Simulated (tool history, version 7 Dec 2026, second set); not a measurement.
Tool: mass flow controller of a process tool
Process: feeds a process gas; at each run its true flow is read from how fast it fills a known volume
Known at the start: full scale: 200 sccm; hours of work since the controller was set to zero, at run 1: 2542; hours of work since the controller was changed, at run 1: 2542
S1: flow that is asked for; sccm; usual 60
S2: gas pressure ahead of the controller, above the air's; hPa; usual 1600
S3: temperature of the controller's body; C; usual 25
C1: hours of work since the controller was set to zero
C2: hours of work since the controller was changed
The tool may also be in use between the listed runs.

run 1 hour=0 | S1=60 S2=1600 S3=25 | C1=2542 C2=2542 | true_flow_(%)=97.98
run 2 hour=153.9 | S1=60 S2=1600 S3=25 | C1=2652 C2=2652 | true_flow_(%)=97.99
run 3 hour=360.5 | S1=60 S2=1600 S3=25 | C1=2800 C2=2800 | true_flow_(%)=98.07
run 4 hour=583.2 | S1=60 S2=1600 S3=25 | C1=2959 C2=2959 | true_flow_(%)=97.82
run 5 hour=754.5 | S1=69 S2=1600 S3=25 | C1=3081 C2=3081 | true_flow_(%)=97.88
run 6 hour=858.3 | S1=51 S2=2160 S3=33 | C1=3155 C2=3155 | true_flow_(%)=98.03
run 7 hour=1092.7 | S1=176 S2=1600 S3=22 | C1=3322 C2=3322 | true_flow_(%)=98.7
run 8 hour=1234.6 | S1=176 S2=1600 S3=22 | C1=3424 C2=3424 | true_flow_(%)=98.77
run 9 hour=1490.4 | S1=176 S2=1600 S3=22 | C1=3606 C2=3606 | true_flow_(%)=98.59
run 10 hour=1630.3 | S1=176 S2=1600 S3=22 | C1=3706 C2=3706 | true_flow_(%)=98.66

4 ways to go on from here, each from the tool as it stands after run 10. What would each give?
run A hour=1761.5 | S1=75 S2=2630 S3=22 | C1=3800 C2=3800 | true_flow_(%)=?
run B hour=1761.5 | S1=176 S2=1600 S3=32 | C1=3800 C2=3800 | true_flow_(%)=?
run C hour=1761.5 | S1=71 S2=2150 S3=25 | C1=3800 C2=3800 | true_flow_(%)=?
run D hour=1761.5 | S1=34 S2=1940 S3=37 | C1=3800 C2=3800 | true_flow_(%)=?

run=A true_flow_(%)=98.99
run=B true_flow_(%)=98.1
run=C true_flow_(%)=98.3
run=D true_flow_(%)=97.92
Without the tool's hidden state the same runs would have given:
run=A true_flow_(%)=99.74
run=B true_flow_(%)=99.13
run=C true_flow_(%)=99.01
run=D true_flow_(%)=98.07
